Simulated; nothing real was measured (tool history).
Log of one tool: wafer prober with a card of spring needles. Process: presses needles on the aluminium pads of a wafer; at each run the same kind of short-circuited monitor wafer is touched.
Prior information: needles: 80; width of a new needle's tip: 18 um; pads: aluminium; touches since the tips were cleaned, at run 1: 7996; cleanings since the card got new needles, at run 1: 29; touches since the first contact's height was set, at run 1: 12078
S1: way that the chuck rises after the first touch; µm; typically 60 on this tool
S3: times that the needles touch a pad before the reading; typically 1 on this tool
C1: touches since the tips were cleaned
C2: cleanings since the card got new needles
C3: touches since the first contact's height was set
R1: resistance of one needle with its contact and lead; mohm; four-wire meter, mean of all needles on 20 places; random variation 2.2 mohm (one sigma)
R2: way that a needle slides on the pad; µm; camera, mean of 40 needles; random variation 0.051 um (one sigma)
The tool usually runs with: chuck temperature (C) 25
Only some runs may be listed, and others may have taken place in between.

{"run": 1, "hour": 0.0, "S1": 60, "chuck temperature (C)": 25, "S3": 1, "C1": 7996, "C2": 29, "C3": 12078, "R1": 248, "R2": 16.78}
{"hour": 5.6, "done": "tips cleaned on abrasive film"}
{"hour": 27.6, "done": "tips cleaned on abrasive film"}
{"hour": 50.5, "done": "tips cleaned on abrasive film"}
{"run": 2, "hour": 52.1, "S1": 60, "chuck temperature (C)": 25, "S3": 1, "C1": 587, "C2": 32, "C3": 31418, "R1": 251, "R2": 16.7}
{"hour": 76.1, "done": "tips cleaned on abrasive film"}
{"run": 3, "hour": 80.1, "S1": 60, "chuck temperature (C)": 25, "S3": 2, "C1": 1492, "C2": 33, "C3": 41829, "R1": 247, "R2": 16.78}
{"hour": 100.6, "done": "tips cleaned on abrasive film"}
{"hour": 123.1, "done": "tips cleaned on abrasive film"}
{"run": 4, "hour": 138.7, "S1": 60, "chuck temperature (C)": 25, "S3": 2, "C1": 5802, "C2": 35, "C3": 63610, "R1": 248, "R2": 16.74}
{"hour": 147.3, "done": "tips cleaned on abrasive film"}
{"hour": 171.5, "done": "tips cleaned on abrasive film"}
{"run": 5, "hour": 182.7, "S1": 60, "chuck temperature (C)": 25, "S3": 2, "C1": 4183, "C2": 37, "C3": 79958, "R1": 247, "R2": 16.88}
{"hour": 197.8, "done": "tips cleaned on abrasive film"}
{"hour": 221.0, "done": "tips cleaned on abrasive film"}
{"run": 6, "hour": 233.4, "S1": 60, "chuck temperature (C)": 25, "S3": 1, "C1": 4625, "C2": 39, "C3": 98802, "R1": 245, "R2": 16.88}
{"hour": 245.6, "done": "tips cleaned on abrasive film"}
{"hour": 267.7, "done": "tips cleaned on abrasive film"}
{"run": 7, "hour": 268.1, "S1": 60, "chuck temperature (C)": 25, "S3": 1, "C1": 128, "C2": 41, "C3": 111669, "R1": 246, "R2": 16.8}
{"hour": 292.4, "done": "tips cleaned on abrasive film"}
{"hour": 319.7, "done": "tips cleaned on abrasive film"}
{"hour": 329.1, "done": "height of the first contact set anew"}
{"run": 8, "hour": 333.5, "S1": 60, "chuck temperature (C)": 25, "S3": 1, "C1": 5052, "C2": 43, "C3": 1663, "R1": 251, "R2": 16.82}
{"hour": 342.1, "done": "tips cleaned on abrasive film"}
{"hour": 365.3, "done": "tips cleaned on abrasive film"}
{"run": 9, "hour": 380.2, "S1": 60, "chuck temperature (C)": 25, "S3": 1, "C1": 5553, "C2": 45, "C3": 19020, "R1": 248, "R2": 16.93}
{"hour": 389.0, "done": "tips cleaned on abrasive film"}
{"hour": 412.1, "done": "tips cleaned on abrasive film"}
{"run": 10, "hour": 425.1, "S1": 60, "chuck temperature (C)": 25, "S3": 1, "C1": 4850, "C2": 47, "C3": 35700, "R1": 247, "R2": 16.99}
{"hour": 434.8, "done": "tips cleaned on abrasive film"}
{"hour": 460.6, "done": "tips cleaned on abrasive film"}
{"run": 11, "hour": 463.3, "S1": 71, "chuck temperature (C)": 89, "S3": 1, "C1": 990, "C2": 49, "C3": 49873, "R1": 262, "R2": 20.01}
{"hour": 485.1, "done": "tips cleaned on abrasive film"}
{"hour": 512.2, "done": "tips cleaned on abrasive film"}
{"run": 12, "hour": 530.8, "S1": 64, "chuck temperature (C)": 89, "S3": 3, "C1": 6924, "C2": 51, "C3": 74987, "R1": 269, "R2": 18.14}
{"hour": 539.4, "done": "tips cleaned on abrasive film"}
{"hour": 565.7, "done": "tips cleaned on abrasive film"}
{"hour": 590.6, "done": "tips cleaned on abrasive film"}
{"run": 13, "hour": 593.1, "S1": 64, "chuck temperature (C)": 89, "S3": 3, "C1": 909, "C2": 54, "C3": 98116, "R1": 268, "R2": 18.12}
{"hour": 616.6, "done": "tips cleaned on abrasive film"}
{"hour": 640.4, "done": "tips cleaned on abrasive film"}
{"run": 14, "hour": 645.9, "S1": 64, "chuck temperature (C)": 89, "S3": 3, "C1": 2061, "C2": 56, "C3": 117774, "R1": 261, "R2": 18.14}
{"hour": 664.9, "done": "tips cleaned on abrasive film"}
{"hour": 689.0, "done": "tips cleaned on abrasive film"}
{"hour": 689.3, "done": "height of the first contact set anew"}
{"run": 15, "hour": 706.7, "S1": 62, "chuck temperature (C)": 25, "S3": 2, "C1": 6496, "C2": 58, "C3": 6496, "R1": 245, "R2": 17.53}
{"hour": 712.3, "done": "tips cleaned on abrasive film"}
{"hour": 735.4, "done": "tips cleaned on abrasive film"}
{"hour": 758.2, "done": "tips cleaned on abrasive film"}
{"run": 16, "hour": 762.9, "S1": 50, "chuck temperature (C)": 36, "S3": 1, "C1": 1747, "C2": 61, "C3": 27377, "R1": 259, "R2": 14.11}
{"hour": 780.8, "done": "tips cleaned on abrasive film"}
{"hour": 804.3, "done": "tips cleaned on abrasive film"}
{"hour": 826.3, "done": "tips cleaned on abrasive film"}
{"run": 17, "hour": 829.7, "S1": 50, "chuck temperature (C)": 36, "S3": 1, "C1": 1261, "C2": 64, "C3": 52185, "R1": 262, "R2": 14.25}
{"hour": 850.7, "done": "tips cleaned on abrasive film"}
{"run": 18, "hour": 864.5, "S1": 41, "chuck temperature (C)": 60, "S3": 1, "C1": 5153, "C2": 65, "C3": 65125, "R1": 275, "R2": 11.59}
{"hour": 875.9, "done": "tips cleaned on abrasive film"}
{"hour": 902.1, "done": "tips cleaned on abrasive film"}
{"hour": 925.4, "done": "tips cleaned on abrasive film"}
{"run": 19, "hour": 931.2, "S1": 45, "chuck temperature (C)": 83, "S3": 1, "C1": 2140, "C2": 68, "C3": 89901, "R1": 278, "R2": 12.76}
{"hour": 952.3, "done": "tips cleaned on abrasive film"}
{"hour": 978.4, "done": "gauge calibrated"}
{"hour": 978.5, "done": "tips cleaned on abrasive film"}
{"run": 20, "hour": 996.9, "S1": 45, "chuck temperature (C)": 83, "S3": 1, "C1": 6846, "C2": 70, "C3": 114347, "R1": 274, "R2": 12.68}

Consider 3 possible next runs. They are alternatives, not a sequence: every one starts from the tool as it was left by run 20. What does each give?
{"hour": 1004.6, "done": "tips cleaned on abrasive film"}
{"hour": 1027.0, "done": "tips cleaned on abrasive film"}
{"hour": 1051.1, "done": "tips cleaned on abrasive film"}
{"hour": 1051.4, "done": "height of the first contact set anew"}
{"run": "A", "hour": 1065.6, "S1": 45, "chuck temperature (C)": 83, "S3": 2, "C1": 5300, "C2": 73, "C3": 5300, "R1": "?", "R2": "?"}
{"hour": 1004.6, "done": "tips cleaned on abrasive film"}
{"hour": 1027.0, "done": "tips cleaned on abrasive film"}
{"hour": 1051.1, "done": "tips cleaned on abrasive film"}
{"hour": 1051.4, "done": "height of the first contact set anew"}
{"run": "B", "hour": 1065.6, "S1": 53, "chuck temperature (C)": 67, "S3": 1, "C1": 5300, "C2": 73, "C3": 5300, "R1": "?", "R2": "?"}
{"hour": 1004.6, "done": "tips cleaned on abrasive film"}
{"hour": 1027.0, "done": "tips cleaned on abrasive film"}
{"hour": 1051.1, "done": "tips cleaned on abrasive film"}
{"hour": 1051.4, "done": "height of the first contact set anew"}
{"run": "C", "hour": 1065.6, "S1": 42, "chuck temperature (C)": 110, "S3": 1, "C1": 5300, "C2": 73, "C3": 5300, "R1": "?", "R2": "?"}

run=A R1=276 R2=12.64
run=B R1=269 R2=14.89
run=C R1=292 R2=11.77
The same runs, with their run-to-run variation unchanged, on a tool lacking any hidden condition would have given:
run=A R1=276 R2=12.62
run=B R1=268 R2=14.87
run=C R1=290 R2=11.75
